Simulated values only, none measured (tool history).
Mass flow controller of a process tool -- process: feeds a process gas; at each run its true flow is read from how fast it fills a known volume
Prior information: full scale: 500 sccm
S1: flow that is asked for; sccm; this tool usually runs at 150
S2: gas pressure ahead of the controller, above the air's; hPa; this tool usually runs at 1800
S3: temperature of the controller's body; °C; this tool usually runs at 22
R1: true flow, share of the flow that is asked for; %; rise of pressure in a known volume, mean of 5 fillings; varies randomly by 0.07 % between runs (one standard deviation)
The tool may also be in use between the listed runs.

run    hour   S1    S2  S3     R1
  1     0.0  150  1800  22  98.48
  2    57.1  150  1800  22  98.62
  3   104.3  150  1800  33  98.17
  4   149.1  150  1800  33  98.17
  5   181.5  150  1800  32  98.22
  6   240.3  150  1800  22  98.52
  7   302.0  150  1800  24  98.45
  8   347.3  150  1800  24  98.46
  9   390.5  150  1800  24  98.58
 10   440.4  150  1800  22  98.65
 11   501.6  150  1730  22  98.53
 12   568.2  126  1800  22  98.41
 13   628.8  150  1800  22  98.51
 14   691.9  150  1800  22  98.43
 15   758.3  150  1800  22  98.66
 16   798.2   92  1800  22  98.31
 17   831.6   92  1800  22  98.11
 18   904.6   92  1800  22  98.19
 19   972.5   92  1800  22  98.18
 20  1030.0  490  1800  22  99.96
 21  1102.2  150  1800  22  98.55
 22  1155.5  150  1800  22  98.45
 23  1220.9  150  1800  22  98.48
 24  1252.8  150  1460  22  98.29
 25  1313.1  150  1800  22  98.47
 26  1365.2  160  2330  22  98.67
 27  1432.7  160  2330  22  98.60
 28  1483.7  150  1690  39  98.00
 29  1517.1  135  1750  22  98.55
 30  1587.2  244  1750  24  98.82
 31  1641.7  150  1800  22  98.54
 32  1695.9  162  1460  24  98.39
 33  1742.0  106  2620  30  98.29
 34  1774.9  106  2620  30  98.14
 35  1835.7  106  2620  30  98.29
 36  1886.0  150  2120  26  98.51
 37  1931.2  150  1990  26  98.41
 38  1981.7  139  2510  26  98.49
 39  2043.1  150  1650  35  98.15
 40  2084.8   71  2500  37  97.93
 41  2150.2   71  2500  35  97.81
 42  2202.9   90  2250  35  97.88
 43  2268.6  317  1800  22  99.18
 44  2330.9  317  1800  22  99.16
 45  2405.7  317  1800  22  99.24
 46  2470.6  100  1960  37  97.86
 47  2513.3  150  1430  22  98.46
 48  2571.4  150  1890  22  98.45
 49  2602.6  444  2220  23  99.81

Each row is a separate what-if for the run after 49, all from the same tool condition, not one after another. Results?
  A  2642.9   63  1800  34   ?
  B  2642.9  421  1920  27   ?
  C  2642.9  286  1800  25   ?
  D  2642.9  444  2220  21   ?

run     R1
  A  97.86
  B  99.56
  C  98.99
  D  99.91
Take away the tool's hidden state, keep each run's random variation, and the runs would have read:
run     R1
  A  97.84
  B  99.56
  C  98.98
  D  99.91
